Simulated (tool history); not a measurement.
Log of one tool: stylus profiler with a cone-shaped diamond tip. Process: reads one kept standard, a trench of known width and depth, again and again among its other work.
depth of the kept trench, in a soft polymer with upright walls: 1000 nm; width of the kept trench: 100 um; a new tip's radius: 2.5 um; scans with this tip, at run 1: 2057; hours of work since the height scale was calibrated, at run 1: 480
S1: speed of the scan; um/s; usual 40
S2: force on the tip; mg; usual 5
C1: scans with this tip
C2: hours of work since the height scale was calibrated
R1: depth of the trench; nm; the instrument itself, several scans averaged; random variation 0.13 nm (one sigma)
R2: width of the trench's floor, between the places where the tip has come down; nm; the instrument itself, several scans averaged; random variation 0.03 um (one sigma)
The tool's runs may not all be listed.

| run | hour | S1 | S2 | C1 | C2 | R1 | R2 |
|---|---|---|---|---|---|---|---|
| 1 | 0 | 40 | 5 | 2057 | 480 | 1009.33 | 95870 |
| 2 | 26.5 | 40 | 5 | 2105 | 491 | 1009.07 | 95800 |
| 3 | 43.6 | 40 | 3.53 | 2137 | 499 | 1007.42 | 95810 |
| 4 | 63.2 | 40 | 6.58 | 2173 | 507 | 1011.26 | 95830 |
| 5 | 94.7 | 40 | 6.58 | 2231 | 521 | 1011.36 | 95840 |
| 6 | 108.2 | 40 | 6.58 | 2256 | 527 | 1011.19 | 95840 |
| 7 | 129.2 | 40 | 6.58 | 2294 | 536 | 1011.24 | 95770 |
| 8 | 161.9 | 40 | 6.58 | 2355 | 550 | 1011.31 | 95840 |
| 9 | 186.6 | 40 | 5 | 2400 | 560 | 1009.3 | 95840 |
| 10 | 213.1 | 40 | 5 | 2449 | 572 | 1009.29 | 95770 |
| 11 | 240 | 40 | 5 | 2498 | 583 | 1009.28 | 95800 |
| 12 | 265.7 | 11 | 5 | 2545 | 594 | 1009.23 | 95900 |
| 13 | 279.4 | 11 | 5 | 2571 | 600 | 1009.2 | 95920 |
| 14 | 305.9 | 11 | 5 | 2619 | 611 | 1009.17 | 95890 |
| 15 | 326.5 | 11 | 5 | 2657 | 620 | 1009.17 | 95930 |
| 16 | 356.5 | 40 | 5 | 2713 | 633 | 1009.16 | 95770 |
| 17 | 381.2 | 40 | 5 | 2758 | 644 | 1009.24 | 95810 |
| 18 | 411.2 | 40 | 5 | 2813 | 657 | 1009.14 | 95790 |
|  | 413.4 | height scale calibrated on a step standard |
| 19 | 442.5 | 40 | 7.32 | 2870 | 13 | 1011.49 | 95830 |
| 20 | 469.5 | 40 | 7.32 | 2920 | 24 | 1011.58 | 95820 |
|  | 495.6 | height scale calibrated on a step standard, once more |
| 21 | 497.5 | 40 | 7.32 | 2970 | 1 | 1013.02 | 95830 |
| 22 | 518.9 | 40 | 7.32 | 3010 | 10 | 1013.08 | 95830 |
| 23 | 546.7 | 40 | 5 | 3061 | 22 | 1009.8 | 95760 |
| 24 | 567.6 | 61 | 5 | 3099 | 31 | 1009.85 | 95700 |
| 25 | 593.2 | 61 | 5 | 3146 | 42 | 1009.91 | 95690 |
| 26 | 623 | 83 | 5 | 3201 | 55 | 1009.89 | 95570 |
| 27 | 638.1 | 83 | 5 | 3229 | 61 | 1009.63 | 95600 |
| 28 | 661.1 | 82 | 1.69 | 3271 | 71 | 1004.67 | 95340 |
| 29 | 678.7 | 103 | 13.37 | 3304 | 79 | 1019.27 | 95650 |
| 30 | 703.7 | 13 | 1.68 | 3350 | 89 | 1004.52 | 95840 |
| 31 | 717.9 | 105 | 6.01 | 3376 | 96 | 1011.07 | 95540 |
| 32 | 748.8 | 105 | 5.22 | 3432 | 109 | 1009.92 | 95500 |
| 33 | 768.2 | 139 | 5.22 | 3468 | 117 | 1009.89 | 95350 |
| 34 | 781.5 | 51 | 2.6 | 3493 | 123 | 1006.05 | 95660 |
| 35 | 808.3 | 115 | 2.62 | 3542 | 134 | 1005.88 | 95240 |
| 36 | 829.2 | 115 | 2.62 | 3581 | 143 | 1006.24 | 95260 |
| 37 | 859 | 77 | 6 | 3635 | 156 | 1010.91 | 95630 |
| 38 | 879.7 | 77 | 7.94 | 3673 | 165 | 1013.29 | 95670 |
| 39 | 899.6 | 92 | 5.4 | 3710 | 174 | 1009.87 | 95470 |
| 40 | 926.4 | 92 | 5.4 | 3759 | 185 | 1010.03 | 95490 |
| 41 | 942.4 | 61 | 5 | 3789 | 192 | 1009.66 | 95620 |
| 42 | 968.6 | 104 | 2.6 | 3837 | 203 | 1005.71 | 95300 |
| 43 | 990.2 | 84 | 5 | 3877 | 212 | 1009.25 | 95640 |
| 44 | 1009 | 12 | 3.04 | 3911 | 221 | 1006.45 | 95780 |
| 45 | 1036.2 | 12 | 3.04 | 3961 | 232 | 1006.55 | 95830 |

How the hidden state differs across the entries between the runs, from the last listed run before each to the first after it:
Between runs 18 and 19: height scale calibrated on a step standard (hour 413.4)
  height scale over the true one, %: -0.099 -> -0.142
  measured less the result without the state, R1: -1.01 -> -1.44 nm; R2: -40 -> -40 nm
Between runs 20 and 21: height scale calibrated on a step standard, once more (hour 495.6)
  height scale over the true one, %: -0.145 -> -0.016
  measured less the result without the state, R1: -1.47 -> -0.16 nm; R2: -40 -> -50 nm
